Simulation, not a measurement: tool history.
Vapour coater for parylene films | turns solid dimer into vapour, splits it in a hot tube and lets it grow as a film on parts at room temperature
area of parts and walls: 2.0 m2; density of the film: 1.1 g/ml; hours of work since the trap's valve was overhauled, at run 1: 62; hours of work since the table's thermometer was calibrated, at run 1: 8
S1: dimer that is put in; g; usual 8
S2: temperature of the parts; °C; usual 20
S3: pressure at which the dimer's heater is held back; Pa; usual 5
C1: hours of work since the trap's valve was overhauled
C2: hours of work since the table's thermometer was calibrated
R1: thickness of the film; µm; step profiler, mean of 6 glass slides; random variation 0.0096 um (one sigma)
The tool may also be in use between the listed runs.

run	day	S1	S2	S3	C1	C2	R1
1	0	8	20	5	62	8	2.639
2	1.425	8	20	5	90	35	2.638
3	3.246	8	20	5	125	70	2.617
4	5.142	4	20	5	161	107	1.329
5	6.85	4	20	5	194	140	1.314
6	7.875	4	20	5	214	159	1.321
7	9.771	7	20	5	250	196	2.303
8	11.196	7	20	5	278	223	2.306
9	12.567	7	20	5	304	250	2.304
# day 12.888: trap's valve overhauled
10	14.675	8	20	5	34	287	2.649
11	15.542	8	20	5	51	304	2.649
12	16.671	8	20	5	73	325	2.642
13	18.533	8	20	5	109	361	2.655
14	20.142	8	20	6.98	140	392	2.508
15	21.717	8	20	6.98	170	423	2.499
16	23.288	8	14	6.98	200	453	3.035
17	24.912	8	20	5	231	484	2.643
18	27.004	8	20	5	272	524	2.643
# day 29.046: trap's valve overhauled
19	29.271	8	20	5	4	565	2.648
20	30.6	8	20	5	30	590	2.64
21	32.325	8	20	5	63	623	2.65
22	34.321	8	20	5	101	662	2.659
23	36.242	8	23	5	138	699	2.404
24	37.625	8	23	5	165	725	2.392
25	39.592	8	23	5	203	763	2.393
26	41.088	10	13	6.27	232	792	3.98
27	41.933	10	16	8.73	248	808	3.414
28	43.475	10	16	8.73	278	838	3.427
29	44.571	11	13	3.62	299	859	4.787
# day 45.146: trap's valve overhauled
30	45.717	5	15	2.29	11	878	2.187
31	46.592	3	17	2.29	28	895	1.222
32	48.233	8	25	5.21	59	926	2.251
33	50.246	8	19	5	98	965	2.734
34	52.142	4	19	5	135	1001	1.368
# day 53.612: table's thermometer calibrated
35	53.783	8	20	11	165	3	2.354
36	55.479	7	19	4.34	198	36	2.431
37	57.258	7	28	11.11	232	70	1.577
38	58.183	10	28	4.43	250	88	2.588
39	59.079	10	28	4.43	267	105	2.599
40	60.721	4	20	5.61	299	137	1.285
# day 61.346: trap's valve overhauled
41	61.938	8	20	6.49	11	157	2.535
42	63.017	12	20	5	32	178	3.954
43	65.029	8	13	5	71	216	3.296

5 ways to go on from here, each from the tool as it stands after run 43. What would each give?
A	65.958	9	17	5	89	234	?
B	65.958	8	20	3.01	89	234	?
C	65.958	7	24	4.13	89	234	?
D	65.958	4	13	2.25	89	234	?
E	65.958	8	27	4.37	89	234	?

run	R1
A	3.271
B	2.873
C	2.097
D	1.799
E	2.155
Without the tool's hidden state the same runs would have given:
run	R1
A	3.274
B	2.875
C	2.098
D	1.801
E	2.157
